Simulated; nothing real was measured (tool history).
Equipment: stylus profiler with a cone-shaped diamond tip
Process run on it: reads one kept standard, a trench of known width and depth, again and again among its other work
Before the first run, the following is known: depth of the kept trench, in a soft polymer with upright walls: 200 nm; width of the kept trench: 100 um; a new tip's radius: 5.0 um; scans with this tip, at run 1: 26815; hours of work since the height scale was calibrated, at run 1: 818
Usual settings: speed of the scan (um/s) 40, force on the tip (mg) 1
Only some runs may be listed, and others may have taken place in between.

| run | hour | speed of the scan (um/s) | force on the tip (mg) | scans with this tip | hours of work since the height scale was calibrated | depth of the trench (Å) | width of the trench's floor (um) |
|---|---|---|---|---|---|---|---|
| 1 | 0.0 | 40 | 1 | 26815 | 818 | 2019.4 | 96.12 |
| 2 | 54.3 | 40 | 1 | 27229 | 851 | 2020.9 | 96.03 |
| 3 | 139.2 | 16 | 1 | 27876 | 904 | 2023.2 | 96.21 |
| 4 | 177.0 | 40 | 1 | 28164 | 928 | 2021.4 | 96.08 |
| 5 | 233.0 | 40 | 1 | 28591 | 962 | 2022.1 | 96.03 |
| 6 | 311.4 | 40 | 1 | 29188 | 1011 | 2022.3 | 96.06 |
| 7 | 352.5 | 40 | 1 | 29502 | 1036 | 2022.0 | 96.02 |

The next listed run, before its measurement:
| 8 | 430.1 | 40 | 1 | 30093 | 1084 | ? | ? |

{"run 8": {"depth of the trench (Å)": 2023.5, "width of the trench's floor (um)": 96.04}}
Were there no unlogged condition in the tool, this run, its random variation unchanged, would have produced depth of the trench (Å) 2014.4, width of the trench's floor (um) 96.92.
